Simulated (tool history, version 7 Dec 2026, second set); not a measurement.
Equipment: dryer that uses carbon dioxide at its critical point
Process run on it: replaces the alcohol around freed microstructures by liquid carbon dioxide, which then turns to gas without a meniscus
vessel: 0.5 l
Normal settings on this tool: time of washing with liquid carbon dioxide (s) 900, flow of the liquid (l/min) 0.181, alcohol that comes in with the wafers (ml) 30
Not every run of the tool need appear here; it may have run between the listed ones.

run	hour	time of washing with liquid carbon dioxide (s)	flow of the liquid (l/min)	alcohol that comes in with the wafers (ml)	alcohol left in the vessel before it's heated (ppm by volume)
1	0	900	0.181	30	536
2	28.6	900	0.181	30	548
3	58.7	900	0.181	101	1419
4	93.6	900	0.181	101	1535
5	129.1	900	0.181	30	677
6	147.6	900	0.181	30	696
7	168.1	900	0.181	45	956
8	187.4	900	0.181	45	1001
9	223.6	900	0.196	45	772
10	248	900	0.196	45	550
11	266.6	900	0.151	30	1028
12	288.5	900	0.181	30	579
13	321	900	0.122	30	2178
14	345.3	900	0.122	30	2335
15	368.8	1140	0.304	61	279
16	409.3	600	0.11	30	8868
17	452.7	600	0.288	30	348
18	483.4	600	0.288	30	210
19	517.5	600	0.147	23	2786
20	539.5	600	0.147	23	2875
21	570.8	1260	0.291	30	23
22	606.1	900	0.202	22	195
23	634.3	1380	0.253	56	41
24	667.1	900	0.149	88	3306
25	690.8	780	0.203	67	1296
26	732.9	780	0.203	67	840
27	758	900	0.181	48	586

Missing from the log above: 4 entries noted between runs. For each, name the pair of listed runs it sits between and say how the tool's hidden condition differs from the listed run just before to the listed run just after:
In the gap between runs 9 and 10: inlet filter changed (hour 231.9)
  flow that reaches the vessel past the clogged filter, %: 88 -> 99.1; alcohol in the recycled carbon dioxide, ppm: 262.1 -> 265.7
  measured result minus the result with no hidden state, alcohol left in the vessel before it's heated (ppm by volume): +510 -> +276
In the gap between runs 16 and 17: purifier's bed changed (hour 446.8)
  flow that reaches the vessel past the clogged filter, %: 91.5 -> 89.6; alcohol in the recycled carbon dioxide, ppm: 291.7 -> 6.3
  measured result minus the result with no hidden state, alcohol left in the vessel before it's heated (ppm by volume): +1719 -> +157
In the gap between runs 17 and 18: inlet filter changed (hour 474.3)
  flow that reaches the vessel past the clogged filter, %: 89.6 -> 99; alcohol in the recycled carbon dioxide, ppm: 6.3 -> 11.1
  measured result minus the result with no hidden state, alcohol left in the vessel before it's heated (ppm by volume): +157 -> +18
In the gap between runs 25 and 26: inlet filter changed (hour 713.9)
  flow that reaches the vessel past the clogged filter, %: 89.6 -> 98.6; alcohol in the recycled carbon dioxide, ppm: 43.9 -> 50.5
  measured result minus the result with no hidden state, alcohol left in the vessel before it's heated (ppm by volume): +565 -> +101
